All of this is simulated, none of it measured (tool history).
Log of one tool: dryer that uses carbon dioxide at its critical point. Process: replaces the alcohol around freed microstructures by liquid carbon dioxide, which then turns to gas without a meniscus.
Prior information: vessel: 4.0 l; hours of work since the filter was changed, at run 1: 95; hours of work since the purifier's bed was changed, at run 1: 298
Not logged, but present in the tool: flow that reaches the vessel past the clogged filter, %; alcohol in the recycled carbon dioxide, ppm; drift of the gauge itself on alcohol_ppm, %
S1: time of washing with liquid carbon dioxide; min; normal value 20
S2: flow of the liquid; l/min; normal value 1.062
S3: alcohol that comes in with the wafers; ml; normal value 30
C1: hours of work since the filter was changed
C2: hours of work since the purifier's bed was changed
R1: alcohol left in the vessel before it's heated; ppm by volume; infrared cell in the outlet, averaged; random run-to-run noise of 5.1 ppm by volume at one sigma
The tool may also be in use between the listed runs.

{"run": 1, "hour": 0.0, "S1": 20, "S2": 1.062, "S3": 30, "C1": 95, "C2": 298, "R1": 152}
{"run": 2, "hour": 25.8, "S1": 32, "S2": 1.062, "S3": 30, "C1": 115, "C2": 318, "R1": 112}
{"run": 3, "hour": 55.8, "S1": 20, "S2": 1.062, "S3": 58, "C1": 138, "C2": 341, "R1": 226}
{"run": 4, "hour": 82.6, "S1": 20, "S2": 1.062, "S3": 30, "C1": 158, "C2": 361, "R1": 194}
{"run": 5, "hour": 121.4, "S1": 20, "S2": 1.062, "S3": 30, "C1": 188, "C2": 390, "R1": 197}
{"run": 6, "hour": 155.1, "S1": 20, "S2": 1.062, "S3": 30, "C1": 213, "C2": 416, "R1": 199}
{"run": 7, "hour": 206.3, "S1": 12, "S2": 1.062, "S3": 30, "C1": 252, "C2": 455, "R1": 628}
{"hour": 260.4, "done": "inlet filter changed"}
{"run": 8, "hour": 267.4, "S1": 12, "S2": 1.062, "S3": 30, "C1": 5, "C2": 500, "R1": 513}
{"run": 9, "hour": 326.9, "S1": 25, "S2": 1, "S3": 56, "C1": 51, "C2": 546, "R1": 201}
{"run": 10, "hour": 360.0, "S1": 25, "S2": 1, "S3": 56, "C1": 76, "C2": 571, "R1": 217}
{"run": 11, "hour": 409.0, "S1": 25, "S2": 1, "S3": 56, "C1": 113, "C2": 608, "R1": 229}
{"run": 12, "hour": 439.4, "S1": 25, "S2": 1, "S3": 56, "C1": 136, "C2": 631, "R1": 230}

Run 13 has not been measured yet. What should we expect?
{"run": 13, "hour": 494.7, "S1": 24, "S2": 0.86, "S3": 56, "C1": 178, "C2": 673, "R1": "?"}

{"run 13": {"R1": 357}}
If the tool had no hidden condition, the same run with the same run-to-run variation would have returned R1 116 ppm by volume.

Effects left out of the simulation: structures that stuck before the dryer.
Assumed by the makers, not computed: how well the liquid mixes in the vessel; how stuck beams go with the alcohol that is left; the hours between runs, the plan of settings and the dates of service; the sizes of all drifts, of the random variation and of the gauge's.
